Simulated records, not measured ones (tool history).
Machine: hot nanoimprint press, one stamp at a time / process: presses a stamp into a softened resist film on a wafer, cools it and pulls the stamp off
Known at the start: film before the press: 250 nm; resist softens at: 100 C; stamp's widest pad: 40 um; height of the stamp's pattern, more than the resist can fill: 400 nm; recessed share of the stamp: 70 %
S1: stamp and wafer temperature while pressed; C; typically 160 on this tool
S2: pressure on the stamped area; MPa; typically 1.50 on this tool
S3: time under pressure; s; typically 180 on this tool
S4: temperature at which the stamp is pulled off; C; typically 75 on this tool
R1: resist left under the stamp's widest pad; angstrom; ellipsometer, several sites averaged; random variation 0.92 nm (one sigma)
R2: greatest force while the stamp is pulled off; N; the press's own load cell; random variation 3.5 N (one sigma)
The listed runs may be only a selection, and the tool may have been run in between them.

run   hour   S1    S2   S3  S4    R1   R2
  1    0.0  160  1.50  180  75  1290  160
  2   57.8  160  2.16  180  75  1063  164
  3   92.7  160  1.50  180  75  1283  162
  4  132.2  160  1.50  180  75  1293  162
  5  181.9  160  1.50  150  75  1355  166
  6  224.8  160  1.50  150  75  1367  164
  7  283.5  160  1.50  150  75  1373  167
     336.0  -- plate thermocouple calibrated
  8  353.5  160  1.50  150  75  1373  167
  9  395.5  160  1.70  129  65  1350  214
     457.7  -- stamp cleaned and given a new release coat
 10  461.6  164  1.49  180  75  1075  163
 11  508.4  160  1.50  120  79  1443  145
 12  566.5  160  1.50  120  79  1458  142
 13  632.0  160  1.86  193  76  1138  161
 14  676.7  160  1.86  193  76  1127  158
 15  737.5  160  1.86  193  72  1135  175
 16  785.7  155  2.31  193  72  1315  184

Alternative continuations, all from the tool just after run 16; predict every row:
  A  844.2  160  1.22  180  70   ?   ?
  B  844.2  170  1.50  217  74   ?   ?
  C  844.2  162  1.11  193  72   ?   ?
  D  844.2  155  1.46  193  72   ?   ?

run    R1   R2
  A  1438  187
  B   753  167
  C  1349  180
  D  1590  189
With the hidden condition removed and each run's random variation left untouched, the same runs would have given:
run    R1   R2
  A  1436  186
  B   752  165
  C  1347  179
  D  1589  188
